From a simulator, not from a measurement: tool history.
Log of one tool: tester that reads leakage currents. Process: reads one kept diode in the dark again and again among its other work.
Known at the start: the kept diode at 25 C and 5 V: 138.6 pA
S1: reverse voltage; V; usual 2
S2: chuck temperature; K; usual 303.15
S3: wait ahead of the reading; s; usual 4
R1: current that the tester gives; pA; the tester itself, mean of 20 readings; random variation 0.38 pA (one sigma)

| run | day | S1 | S2 | S3 | R1 |
|---|---|---|---|---|---|
| 1 | 0 | 2 | 303.15 | 4 | 126.04 |
| 2 | 7.571 | 2 | 303.15 | 4 | 126.17 |
|  | 9.046 | chuck's temperature calibrated |
| 3 | 11.5 | 2 | 303.15 | 4 | 126.52 |
| 4 | 17.929 | 2 | 303.15 | 4 | 125.5 |
| 5 | 26.333 | 2 | 303.15 | 3.33 | 126.26 |
| 6 | 33.921 | 2 | 303.15 | 4 | 125.99 |
| 7 | 37.908 | 2 | 303.15 | 4 | 126.23 |
| 8 | 46.525 | 2 | 303.15 | 4 | 126.29 |
|  | 50.996 | chuck's temperature calibrated |
| 9 | 52.088 | 2 | 303.15 | 4 | 125.94 |
|  | 55.633 | probe card cleaned and baked |
| 10 | 55.917 | 2.49 | 303.15 | 4 | 143.98 |
| 11 | 64.154 | 2.49 | 303.15 | 4 | 142.44 |
| 12 | 68.254 | 2.49 | 303.15 | 4 | 143.15 |
| 13 | 76.742 | 2.49 | 303.15 | 4 | 142.66 |
| 14 | 85.138 | 2.49 | 303.15 | 4 | 142.61 |
| 15 | 91.321 | 5.69 | 303.15 | 4 | 231.38 |
|  | 93.15 | chuck's temperature calibrated |
| 16 | 96.133 | 5.69 | 303.15 | 4 | 229.98 |
| 17 | 102.254 | 5.69 | 303.15 | 4 | 230.76 |
| 18 | 110.629 | 5.69 | 303.15 | 4 | 229.84 |
| 19 | 119.146 | 5.69 | 303.15 | 4 | 231.02 |
| 20 | 124.792 | 14.75 | 303.15 | 4 | 400.08 |
|  | 129.117 | tester calibrated |
| 21 | 132.625 | 3.56 | 303.15 | 1.84 | 175.44 |
|  | 135.604 | chuck's temperature calibrated |
| 22 | 138.317 | 5.54 | 313.15 | 0.3 | 515.63 |
| 23 | 144.262 | 5.54 | 313.15 | 0.3 | 518.04 |
| 24 | 150.921 | 5.54 | 313.15 | 0.3 | 521 |
| 25 | 158.85 | 5.54 | 313.15 | 0.3 | 520.85 |
| 26 | 163.783 | 4.75 | 310.15 | 1.66 | 371.7 |
| 27 | 170.862 | 2 | 315.15 | 1 | 334.17 |
| 28 | 176.129 | 2 | 315.15 | 1 | 334.41 |
|  | 177.492 | chuck's temperature calibrated |
| 29 | 179.892 | 1.83 | 301.15 | 4.2 | 100.72 |
| 30 | 187.625 | 1.14 | 310.15 | 4 | 161.66 |
| 31 | 192.8 | 2 | 302.15 | 1.37 | 116.89 |
| 32 | 197.858 | 2 | 324.15 | 1.37 | 662.35 |
| 33 | 203.046 | 2 | 324.15 | 1.37 | 656.03 |
| 34 | 209.158 | 2 | 324.15 | 1.37 | 659.52 |
| 35 | 217.446 | 2 | 324.15 | 1.37 | 660.43 |
|  | 219.938 | chuck's temperature calibrated |
| 36 | 225.871 | 2 | 324.15 | 1.37 | 658.68 |
| 37 | 231.579 | 3.54 | 314.15 | 6.72 | 428.91 |
|  | 237.921 | probe card cleaned and baked |
| 38 | 240.475 | 3.84 | 302.15 | 1.91 | 169.22 |

Hidden state or all else? Some run-to-run changes of R1, split into what the settings, what came in and random variation would give without the hidden state, and what is left for the hidden state (with any gauge scatter that isn't in both results):
The hidden state here: stray current of the dirty probe card, pA a volt; current scale over the true one, %; true chuck temperature over the reading, C; drift of the gauge itself on leakage_pa, %.
Run 15 -> 16: chuck's temperature calibrated. R1 -1.4 pA: hidden state -0.32, all else -1.08.
Run 21 -> 22: S1 3.56 -> 5.54, S2 303.15 -> 313.15, S3 1.84 -> 0.3, chuck's temperature calibrated. R1 +340.19 pA: hidden state -0.18, all else +340.37.
Run 28 -> 29: S1 2 -> 1.83, S2 315.15 -> 301.15, S3 1 -> 4.2, chuck's temperature calibrated. R1 -233.69 pA: hidden state -0.42, all else -233.27.
Run 31 -> 32: S2 302.15 -> 324.15. R1 +545.46 pA: hidden state +0.25, all else +545.21.
Run 35 -> 36: chuck's temperature calibrated. R1 -1.75 pA: hidden state -0.6, all else -1.15.
Run 37 -> 38: S1 3.54 -> 3.84, S2 314.15 -> 302.15, S3 6.72 -> 1.91, probe card cleaned and baked. R1 -259.69 pA: hidden state -0.04, all else -259.65.
